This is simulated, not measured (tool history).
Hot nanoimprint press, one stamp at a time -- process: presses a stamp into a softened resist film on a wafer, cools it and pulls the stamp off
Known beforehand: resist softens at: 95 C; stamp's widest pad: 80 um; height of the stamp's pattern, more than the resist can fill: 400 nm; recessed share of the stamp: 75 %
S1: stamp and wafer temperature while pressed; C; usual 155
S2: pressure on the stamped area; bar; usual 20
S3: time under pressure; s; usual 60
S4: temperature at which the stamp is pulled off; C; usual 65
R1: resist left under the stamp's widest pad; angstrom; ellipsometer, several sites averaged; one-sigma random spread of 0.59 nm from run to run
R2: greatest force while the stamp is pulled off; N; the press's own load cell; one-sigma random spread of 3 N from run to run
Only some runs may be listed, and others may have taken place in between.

| run | hour | S1 | S2 | S3 | S4 | R1 | R2 |
|---|---|---|---|---|---|---|---|
| 1 | 0 | 155 | 20 | 60 | 65 | 1482 | 142 |
| 2 | 14.2 | 155 | 20 | 60 | 65 | 1485 | 141 |
| 3 | 22.2 | 155 | 20 | 71 | 65 | 1390 | 145 |
| 4 | 33 | 155 | 20 | 60 | 65 | 1467 | 139 |
| 5 | 45.7 | 155 | 20 | 60 | 65 | 1476 | 143 |
| 6 | 55.4 | 155 | 20 | 60 | 65 | 1469 | 147 |
| 7 | 69.4 | 155 | 20 | 60 | 65 | 1461 | 141 |
| 8 | 77.5 | 155 | 20 | 60 | 65 | 1462 | 139 |
| 9 | 87.4 | 155 | 20 | 60 | 65 | 1467 | 140 |
| 10 | 95.3 | 155 | 20 | 60 | 65 | 1455 | 146 |
| 11 | 104.7 | 155 | 20 | 60 | 65 | 1448 | 139 |
|  | 114.9 | stamp cleaned and given a new release coat |
| 12 | 117.5 | 159 | 20 | 60 | 65 | 1217 | 136 |
| 13 | 125.2 | 166 | 20 | 60 | 65 | 860 | 141 |
| 14 | 132 | 153 | 31.8 | 105 | 63 | 1102 | 152 |
| 15 | 142 | 165 | 13.4 | 48 | 63 | 1181 | 150 |
| 16 | 151 | 165 | 13.4 | 48 | 63 | 1167 | 143 |
| 17 | 160.5 | 150 | 18.5 | 33 | 53 | 2007 | 187 |
| 18 | 174.3 | 150 | 18.5 | 33 | 53 | 2009 | 188 |
|  | 175.5 | gauge calibrated |
| 19 | 184.1 | 150 | 18.5 | 33 | 53 | 2060 | 185 |
| 20 | 200.2 | 150 | 18.5 | 33 | 53 | 2052 | 189 |
|  | 215.8 | plate thermocouple calibrated |
| 21 | 215.8 | 155 | 15.3 | 60 | 55 | 1612 | 180 |
| 22 | 228.1 | 155 | 20 | 60 | 68 | 1476 | 133 |
| 23 | 236.5 | 155 | 20 | 70 | 65 | 1392 | 146 |
| 24 | 245.4 | 155 | 20 | 70 | 65 | 1390 | 145 |
| 25 | 253.5 | 148 | 20 | 84 | 63 | 1756 | 148 |

Some steps in R1 between neighbouring runs. How much of each would the tool show without its hidden state too (settings, what came in, random variation), and how much is left for the hidden state, with any gauge scatter that isn't in both results?
Hidden conditions of the tool in this case: true temperature over the reading, C; pressure that arrives at the usual setting, %; grip of the stamp's worn release coat, % over a new coat's; drift of the gauge itself on residual_nm, %; drift of the gauge itself on pull_off_n, %.
Run 16 -> 17: S1 165 -> 150, S2 13.4 -> 18.5, S3 48 -> 33, S4 63 -> 53. R1 +840 angstrom: hidden state -24, all else +864.
Run 18 -> 19: gauge calibrated. R1 +51 angstrom: hidden state +54, all else -3.
Run 20 -> 21: S1 150 -> 155, S2 18.5 -> 15.3, S3 33 -> 60, S4 53 -> 55, plate thermocouple calibrated. R1 -440 angstrom: hidden state -2, all else -438.
